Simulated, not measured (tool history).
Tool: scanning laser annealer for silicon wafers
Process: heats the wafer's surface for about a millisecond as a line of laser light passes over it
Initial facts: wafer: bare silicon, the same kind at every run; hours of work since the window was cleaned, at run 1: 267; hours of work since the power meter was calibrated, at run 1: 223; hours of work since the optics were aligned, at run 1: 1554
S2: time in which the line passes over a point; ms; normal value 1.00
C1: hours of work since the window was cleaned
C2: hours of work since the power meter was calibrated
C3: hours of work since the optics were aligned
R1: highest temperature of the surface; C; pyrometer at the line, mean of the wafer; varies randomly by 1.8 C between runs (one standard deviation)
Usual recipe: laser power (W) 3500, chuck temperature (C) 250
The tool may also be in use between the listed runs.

Run 1, hour 0.0: usual settings; C1 267; C2 223; C3 1554. Result: R1 937 C.
Run 2, hour 15.9: usual settings but laser power (W) 3051; C1 274; C2 230; C3 1561. Result: R1 822 C.
Run 3, hour 40.8: usual settings but laser power (W) 3051; C1 284; C2 240; C3 1571. Result: R1 822 C.
Run 4, hour 54.5: usual settings but laser power (W) 3051; C1 289; C2 245; C3 1577. Result: R1 824 C.
Run 5, hour 71.0: usual settings but laser power (W) 3051; C1 296; C2 252; C3 1583. Result: R1 822 C.
Run 6, hour 92.0: usual settings but laser power (W) 3051, S2 0.75 ms; C1 305; C2 261; C3 1592. Result: R1 752 C.
Run 7, hour 117.3: usual settings but laser power (W) 3051, S2 0.75 ms; C1 315; C2 271; C3 1602. Result: R1 750 C.
Run 8, hour 128.4: usual settings but laser power (W) 3051, S2 0.75 ms; C1 319; C2 276; C3 1607. Result: R1 750 C.
Run 9, hour 144.6: usual settings but laser power (W) 3051, S2 0.75 ms; C1 326; C2 282; C3 1613. Result: R1 752 C.
Run 10, hour 164.9: usual settings but laser power (W) 3051, S2 0.75 ms; C1 334; C2 290; C3 1622. Result: R1 750 C.
Run 11, hour 189.8: usual settings but laser power (W) 3051, S2 0.75 ms; C1 344; C2 301; C3 1632. Result: R1 749 C.
Run 12, hour 210.6: usual settings but laser power (W) 3051, S2 0.75 ms; C1 353; C2 309; C3 1640. Result: R1 746 C.
Run 13, hour 222.1: usual settings but laser power (W) 3193; C1 358; C2 314; C3 1645. Result: R1 856 C.
Run 14, hour 240.1: usual settings but laser power (W) 3193; C1 365; C2 321; C3 1652. Result: R1 850 C.
Run 15, hour 254.3: usual settings but S2 0.80 ms; C1 371; C2 327; C3 1658. Result: R1 867 C.
Run 16, hour 265.8: usual settings but S2 0.90 ms; C1 375; C2 331; C3 1663. Result: R1 899 C.
At hour 284.2: optics aligned, line set to its width.
Run 17, hour 284.2: usual settings but S2 0.90 ms; C1 381; C2 337; C3 0. Result: R1 920 C.
Run 18, hour 299.3: usual settings but chuck temperature (C) 251; C1 387; C2 343; C3 6. Result: R1 955 C.
Run 19, hour 319.1: usual settings but chuck temperature (C) 251; C1 395; C2 351; C3 14. Result: R1 953 C.
Run 20, hour 337.7: usual settings but chuck temperature (C) 246; C1 403; C2 359; C3 22. Result: R1 946 C.
Run 21, hour 358.9: usual settings but chuck temperature (C) 246; C1 411; C2 367; C3 30. Result: R1 945 C.
Run 22, hour 372.3: usual settings but S2 0.92 ms, chuck temperature (C) 246; C1 417; C2 373; C3 36. Result: R1 920 C.
Run 23, hour 387.9: usual settings but S2 0.92 ms, chuck temperature (C) 246; C1 423; C2 379; C3 42. Result: R1 918 C.
Run 24, hour 414.4: usual settings but laser power (W) 3042, chuck temperature (C) 282; C1 434; C2 390; C3 53. Result: R1 865 C.
Run 25, hour 436.2: usual settings but laser power (W) 3690, S2 0.88 ms, chuck temperature (C) 253; C1 443; C2 399; C3 62. Result: R1 963 C.
Run 26, hour 448.3: usual settings but laser power (W) 3727, S2 0.97 ms, chuck temperature (C) 238; C1 448; C2 404; C3 67. Result: R1 990 C.
Run 27, hour 465.7: usual settings but laser power (W) 3490, S2 0.84 ms, chuck temperature (C) 268; C1 455; C2 411; C3 74. Result: R1 909 C.
Run 28, hour 480.2: usual settings but laser power (W) 3490, S2 0.84 ms, chuck temperature (C) 268; C1 461; C2 417; C3 80. Result: R1 908 C.
Run 29, hour 492.0: usual settings but laser power (W) 3490, S2 0.84 ms, chuck temperature (C) 238; C1 465; C2 421; C3 85. Result: R1 881 C.
Run 30, hour 510.0: usual settings but laser power (W) 3490, S2 0.84 ms, chuck temperature (C) 238; C1 473; C2 429; C3 92. Result: R1 876 C.
Run 31, hour 527.0: usual settings but laser power (W) 3490, S2 0.83 ms, chuck temperature (C) 226; C1 480; C2 436; C3 99. Result: R1 864 C.
Run 32, hour 545.9: usual settings but laser power (W) 3660; C1 487; C2 443; C3 107. Result: R1 992 C.
Run 33, hour 569.8: usual settings but laser power (W) 3660; C1 497; C2 453; C3 116. Result: R1 987 C.
Run 34, hour 587.1: usual settings but laser power (W) 3245, chuck temperature (C) 265; C1 504; C2 460; C3 123. Result: R1 892 C.
Run 35, hour 600.9: usual settings but chuck temperature (C) 240; C1 510; C2 466; C3 129. Result: R1 936 C.
Run 36, hour 620.4: usual settings but laser power (W) 3231, S2 0.86 ms, chuck temperature (C) 288; C1 518; C2 474; C3 137. Result: R1 867 C.
At hour 636.1: window over the wafer cleaned.
Run 37, hour 646.1: usual settings but laser power (W) 3210, S2 1.20 ms, chuck temperature (C) 228; C1 4; C2 483; C3 146. Result: R1 920 C.
Run 38, hour 656.9: usual settings but laser power (W) 3767, S2 1.20 ms, chuck temperature (C) 228; C1 8; C2 488; C3 151. Result: R1 1082 C.
Run 39, hour 681.4: usual settings but S2 0.73 ms; C1 18; C2 498; C3 161. Result: R1 871 C.
Run 40, hour 699.0: usual settings but laser power (W) 3535, S2 0.85 ms, chuck temperature (C) 257; C1 26; C2 505; C3 168. Result: R1 926 C.

Alternative continuations, all from the tool just after run 40; predict every row:
Run A, hour 725.1: usual settings but laser power (W) 3021, chuck temperature (C) 241; C1 36; C2 516; C3 179. Result: R1 ?.
Run B, hour 725.1: usual settings but laser power (W) 3535, S2 0.97 ms, chuck temperature (C) 243; C1 36; C2 516; C3 179. Result: R1 ?.
Run C, hour 725.1: usual settings but laser power (W) 3535, S2 1.25 ms, chuck temperature (C) 224; C1 36; C2 516; C3 179. Result: R1 ?.
Run D, hour 725.1: usual settings but laser power (W) 3706, S2 0.72 ms, chuck temperature (C) 284; C1 36; C2 516; C3 179. Result: R1 ?.

run    R1
  A   827
  B   955
  C  1022
  D   947
Take away the tool's hidden state, keep each run's random variation, and the runs would have read:
run    R1
  A   835
  B   965
  C  1033
  D   956
